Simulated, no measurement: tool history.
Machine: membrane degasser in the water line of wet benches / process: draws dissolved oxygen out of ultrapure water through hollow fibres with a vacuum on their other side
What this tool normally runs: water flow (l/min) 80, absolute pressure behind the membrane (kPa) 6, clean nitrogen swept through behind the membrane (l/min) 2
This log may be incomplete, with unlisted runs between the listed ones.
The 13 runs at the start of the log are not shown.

run	hour	water flow (l/min)	absolute pressure behind the membrane (kPa)	clean nitrogen swept through behind the membrane (l/min)	dissolved oxygen in the water behind the degasser (ppb)	pressure that the water loses in the fibres (kPa)
14	1596.8	123	6	2	325.7	80.64
15	1696.3	80	6	2	229.5	52.37
16	1838.9	80	6	2	226.4	52.47
# hour 1943.2: vacuum gauge calibrated
17	2008.6	80	6	2	228.8	52.47
18	2176.2	80	6	2	227.1	53.01
19	2329.4	80	6	2	227.1	52.82
20	2472.8	80	6	2	230	52.91
21	2557.1	80	6	2	227.4	52.46
22	2691.9	80	14.68	3.49	552.6	52.56
23	2827	80	8.06	3.49	246.2	52.94
24	2943.9	64	8.06	3.49	200.2	42.32
25	3026.6	54	6.48	0.83	370.8	35.43

Forecast run 26:
26	3191.2	54	6.48	0.83	?	?

{"run 26": {"dissolved oxygen in the water behind the degasser (ppb)": 371.5, "pressure that the water loses in the fibres (kPa)": 35.95}}
With no hidden state in the tool, this same run would have given dissolved oxygen in the water behind the degasser (ppb) 371.5, pressure that the water loses in the fibres (kPa) 35.94.
